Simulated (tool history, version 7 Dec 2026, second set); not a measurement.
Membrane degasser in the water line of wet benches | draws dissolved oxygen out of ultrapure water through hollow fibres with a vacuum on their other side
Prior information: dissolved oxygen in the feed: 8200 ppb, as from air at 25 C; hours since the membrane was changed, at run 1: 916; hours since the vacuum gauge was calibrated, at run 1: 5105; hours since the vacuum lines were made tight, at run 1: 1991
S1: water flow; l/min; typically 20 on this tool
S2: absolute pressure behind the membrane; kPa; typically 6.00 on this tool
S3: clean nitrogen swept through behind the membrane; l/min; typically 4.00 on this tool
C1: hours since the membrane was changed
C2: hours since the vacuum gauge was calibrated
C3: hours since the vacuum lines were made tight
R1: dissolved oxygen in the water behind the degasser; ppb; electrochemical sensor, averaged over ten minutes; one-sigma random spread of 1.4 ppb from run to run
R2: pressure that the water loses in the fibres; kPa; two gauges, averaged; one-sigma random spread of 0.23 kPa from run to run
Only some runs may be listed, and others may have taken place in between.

| run | hour | S1 | S2 | S3 | C1 | C2 | C3 | R1 | R2 |
|---|---|---|---|---|---|---|---|---|---|
| 1 | 0.0 | 20 | 6.00 | 4.00 | 916 | 5105 | 1991 | 143.5 | 58.21 |
| 2 | 26.5 | 20 | 6.00 | 6.12 | 942 | 5132 | 2017 | 130.3 | 58.34 |
| 3 | 65.0 | 13 | 6.00 | 4.00 | 981 | 5170 | 2056 | 50.2 | 38.04 |
| 4 | 99.9 | 13 | 4.90 | 4.00 | 1016 | 5205 | 2091 | 41.5 | 37.99 |
| 5 | 121.1 | 13 | 4.90 | 4.00 | 1037 | 5226 | 2112 | 41.3 | 37.98 |
| 6 | 161.8 | 20 | 3.83 | 4.00 | 1077 | 5267 | 2153 | 115.2 | 58.17 |
| 7 | 206.0 | 20 | 10.82 | 4.00 | 1122 | 5311 | 2197 | 199.5 | 58.28 |
| 8 | 229.5 | 20 | 6.00 | 9.89 | 1145 | 5335 | 2220 | 123.3 | 58.35 |
| 9 | 263.6 | 20 | 3.93 | 4.00 | 1179 | 5369 | 2254 | 120.1 | 58.44 |
| 10 | 297.7 | 20 | 3.93 | 4.00 | 1213 | 5403 | 2288 | 121.3 | 58.62 |
| 11 | 345.5 | 20 | 3.93 | 4.00 | 1261 | 5451 | 2336 | 118.6 | 58.62 |
| 12 | 377.4 | 20 | 3.93 | 4.00 | 1293 | 5483 | 2368 | 120.4 | 58.46 |
| 13 | 414.6 | 20 | 3.93 | 4.00 | 1330 | 5520 | 2405 | 120.0 | 58.63 |
| 14 | 436.2 | 20 | 3.93 | 4.00 | 1352 | 5541 | 2427 | 120.6 | 58.60 |
| 15 | 460.8 | 20 | 6.00 | 4.00 | 1376 | 5566 | 2452 | 146.1 | 58.25 |
| 16 | 485.7 | 20 | 6.00 | 4.00 | 1401 | 5591 | 2476 | 144.0 | 58.52 |
| 17 | 509.2 | 25 | 8.95 | 3.00 | 1425 | 5614 | 2500 | 308.1 | 73.16 |
| 18 | 558.4 | 29 | 4.76 | 10.05 | 1474 | 5664 | 2549 | 291.9 | 84.76 |
| 19 | 584.5 | 29 | 7.72 | 2.66 | 1500 | 5690 | 2575 | 396.4 | 85.16 |
| 20 | 605.7 | 17 | 4.31 | 8.06 | 1521 | 5711 | 2596 | 72.8 | 49.72 |
| 21 | 641.5 | 17 | 5.68 | 4.06 | 1557 | 5747 | 2632 | 96.3 | 49.50 |
| 22 | 684.1 | 17 | 5.68 | 4.06 | 1600 | 5789 | 2675 | 93.8 | 49.88 |
| 23 | 720.8 | 17 | 5.68 | 4.06 | 1636 | 5826 | 2711 | 94.8 | 49.85 |
| 24 | 756.2 | 17 | 5.68 | 4.06 | 1672 | 5861 | 2747 | 96.6 | 49.79 |
| 25 | 802.8 | 17 | 5.68 | 4.06 | 1718 | 5908 | 2793 | 95.3 | 49.85 |
| 26 | 833.8 | 20 | 6.00 | 3.58 | 1749 | 5939 | 2824 | 152.9 | 58.85 |
| 27 | 861.6 | 20 | 5.33 | 7.80 | 1777 | 5967 | 2852 | 124.9 | 58.96 |
| 28 | 900.4 | 20 | 5.33 | 7.80 | 1816 | 6006 | 2891 | 123.2 | 59.00 |
| 29 | 928.3 | 19 | 6.00 | 1.87 | 1844 | 6033 | 2919 | 168.6 | 56.13 |
| 30 | 965.3 | 15 | 9.83 | 9.81 | 1881 | 6071 | 2956 | 71.2 | 44.03 |
| 31 | 1006.9 | 15 | 9.83 | 9.81 | 1923 | 6112 | 2998 | 71.5 | 44.41 |
| 32 | 1043.1 | 20 | 10.38 | 3.72 | 1959 | 6148 | 3034 | 202.0 | 58.56 |

Branching from run 32: 4 alternative next runs. What would each branch give?
| A | 1083.8 | 20 | 6.06 | 2.73 | 1999 | 6189 | 3075 | ? | ? |
| B | 1083.8 | 20 | 5.54 | 2.76 | 1999 | 6189 | 3075 | ? | ? |
| C | 1083.8 | 19 | 8.91 | 11.67 | 1999 | 6189 | 3075 | ? | ? |
| D | 1083.8 | 25 | 4.47 | 3.72 | 1999 | 6189 | 3075 | ? | ? |

| run | R1 | R2 |
|---|---|---|
| A | 165.8 | 59.08 |
| B | 156.3 | 59.19 |
| C | 119.8 | 56.23 |
| D | 222.9 | 73.28 |
With no hidden state in the tool, these same runs would have given:
| run | R1 | R2 |
|---|---|---|
| A | 151.2 | 58.02 |
| B | 141.8 | 58.13 |
| C | 110.8 | 55.22 |
| D | 204.4 | 71.96 |

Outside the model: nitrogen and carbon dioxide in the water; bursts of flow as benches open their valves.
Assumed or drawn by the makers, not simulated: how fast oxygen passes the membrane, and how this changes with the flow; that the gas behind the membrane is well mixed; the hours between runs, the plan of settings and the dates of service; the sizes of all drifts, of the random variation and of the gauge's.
